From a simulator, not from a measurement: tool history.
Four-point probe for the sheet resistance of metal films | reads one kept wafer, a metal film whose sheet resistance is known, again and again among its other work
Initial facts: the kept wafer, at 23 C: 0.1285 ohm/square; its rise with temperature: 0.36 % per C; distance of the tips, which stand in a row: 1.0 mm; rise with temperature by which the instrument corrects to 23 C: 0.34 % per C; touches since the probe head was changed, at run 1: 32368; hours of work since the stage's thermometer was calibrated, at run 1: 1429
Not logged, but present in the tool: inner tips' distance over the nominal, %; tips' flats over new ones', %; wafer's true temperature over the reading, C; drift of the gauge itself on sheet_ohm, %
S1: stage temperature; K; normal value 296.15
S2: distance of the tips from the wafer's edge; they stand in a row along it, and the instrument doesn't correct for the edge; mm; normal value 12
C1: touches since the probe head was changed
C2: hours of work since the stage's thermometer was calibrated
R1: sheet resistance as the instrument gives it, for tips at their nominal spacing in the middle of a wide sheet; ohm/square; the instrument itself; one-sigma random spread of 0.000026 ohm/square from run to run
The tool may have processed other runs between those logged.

Run 1, hour 0: usual settings; C1 32368; C2 1429. Result: R1 0.127923 ohm/square.
Run 2, hour 37.8: usual settings; C1 34264; C2 1453. Result: R1 0.127911 ohm/square.
Run 3, hour 100: usual settings; C1 37380; C2 1491. Result: R1 0.128 ohm/square.
Run 4, hour 142.5: usual settings; C1 39510; C2 1518. Result: R1 0.127922 ohm/square.
Run 5, hour 191.8: usual settings; C1 41979; C2 1548. Result: R1 0.127879 ohm/square.
Run 6, hour 256.8: usual settings but S1 293.15 K; C1 45237; C2 1589. Result: R1 0.127777 ohm/square.
Run 7, hour 288.4: usual settings but S1 293.15 K; C1 46821; C2 1608. Result: R1 0.127757 ohm/square.
Run 8, hour 318.6: usual settings but S1 293.15 K; C1 48334; C2 1627. Result: R1 0.127784 ohm/square.
Run 9, hour 368.4: usual settings but S1 293.15 K; C1 50833; C2 1658. Result: R1 0.127751 ohm/square.
Run 10, hour 432.1: usual settings but S1 293.15 K; C1 54026; C2 1698. Result: R1 0.127691 ohm/square.
At hour 483.9: stage's thermometer calibrated.
Run 11, hour 494.9: usual settings but S1 293.15 K; C1 57145; C2 7. Result: R1 0.127803 ohm/square.
Run 12, hour 559.4: usual settings but S2 8 mm; C1 60381; C2 47. Result: R1 0.128431 ohm/square.
Run 13, hour 599.3: usual settings but S2 8 mm; C1 62379; C2 72. Result: R1 0.128399 ohm/square.
Run 14, hour 638.1: usual settings but S1 297.15 K, S2 8 mm; C1 64325; C2 96. Result: R1 0.128451 ohm/square.
Run 15, hour 682.5: usual settings but S2 9 mm; C1 66550; C2 124. Result: R1 0.128148 ohm/square.
Run 16, hour 725.2: usual settings but S2 9 mm; C1 68687; C2 150. Result: R1 0.128094 ohm/square.
Run 17, hour 767.6: usual settings but S2 9 mm; C1 70816; C2 177. Result: R1 0.128133 ohm/square.
Run 18, hour 823.5: usual settings; C1 73615; C2 211. Result: R1 0.127692 ohm/square.
Run 19, hour 876.8: usual settings; C1 76287; C2 245. Result: R1 0.127709 ohm/square.
Run 20, hour 924.8: usual settings but S2 13 mm; C1 78694; C2 275. Result: R1 0.127635 ohm/square.
Run 21, hour 976.9: usual settings but S2 13 mm; C1 81306; C2 307. Result: R1 0.127572 ohm/square.
Run 22, hour 1041.5: usual settings; C1 84544; C2 347. Result: R1 0.127615 ohm/square.
Run 23, hour 1106.6: usual settings but S1 301.15 K; C1 87803; C2 388. Result: R1 0.127765 ohm/square.
Run 24, hour 1158.7: usual settings but S1 301.15 K; C1 90415; C2 420. Result: R1 0.12771 ohm/square.
Run 25, hour 1193.8: usual settings but S1 293.15 K, S2 35 mm; C1 92177; C2 442. Result: R1 0.127072 ohm/square.
Run 26, hour 1224.8: usual settings but S1 293.15 K, S2 35 mm; C1 93732; C2 461. Result: R1 0.127054 ohm/square.
Run 27, hour 1273.8: usual settings; C1 96186; C2 492. Result: R1 0.127557 ohm/square.
Run 28, hour 1310.4: usual settings but S1 304.15 K, S2 9 mm; C1 98019; C2 515. Result: R1 0.128055 ohm/square.
Run 29, hour 1364.5: usual settings but S1 295.15 K, S2 59 mm; C1 100731; C2 548. Result: R1 0.12704 ohm/square.
Run 30, hour 1425.8: usual settings but S1 293.15 K; C1 103804; C2 587. Result: R1 0.127405 ohm/square.
Run 31, hour 1468.7: usual settings but S1 293.15 K; C1 105953; C2 613. Result: R1 0.127399 ohm/square.
Run 32, hour 1507.4: usual settings but S1 294.15 K, S2 51 mm; C1 107895; C2 637. Result: R1 0.126903 ohm/square.
Run 33, hour 1566.5: usual settings but S1 294.15 K, S2 13 mm; C1 110857; C2 674. Result: R1 0.127311 ohm/square.
Run 34, hour 1597.5: usual settings but S1 294.15 K, S2 71 mm; C1 112411; C2 693. Result: R1 0.126863 ohm/square.
Run 35, hour 1662: usual settings but S1 291.15 K, S2 7 mm; C1 115639; C2 734. Result: R1 0.128167 ohm/square.
Run 36, hour 1702.9: usual settings but S1 307.15 K, S2 5 mm; C1 117692; C2 759. Result: R1 0.129825 ohm/square.
Run 37, hour 1735.5: usual settings but S1 308.15 K, S2 53 mm; C1 119324; C2 779. Result: R1 0.127212 ohm/square.
Run 38, hour 1790.1: usual settings but S1 308.15 K, S2 53 mm; C1 122059; C2 813. Result: R1 0.127157 ohm/square.
Run 39, hour 1825.8: usual settings but S1 306.15 K; C1 123852; C2 836. Result: R1 0.127586 ohm/square.
Run 40, hour 1857.5: usual settings but S1 295.15 K, S2 38 mm; C1 125438; C2 855. Result: R1 0.126831 ohm/square.
Run 41, hour 1924.8: usual settings but S1 301.15 K, S2 25 mm; C1 128811; C2 897. Result: R1 0.127003 ohm/square.
Run 42, hour 1992.8: usual settings but S1 301.15 K, S2 25 mm; C1 132223; C2 940. Result: R1 0.127001 ohm/square.
Run 43, hour 2051.8: usual settings but S1 293.15 K, S2 25 mm; C1 135179; C2 976. Result: R1 0.126739 ohm/square.

Predict the results of run 44:
Run 44, hour 2098.5: usual settings but S1 297.15 K, S2 7 mm; C1 137520; C2 1005. Result: R1 ?.

R1: 0.128146 ohm/square
With the hidden condition absent and the run-to-run variation left alone, this run would have shown R1 0.129966 ohm/square.
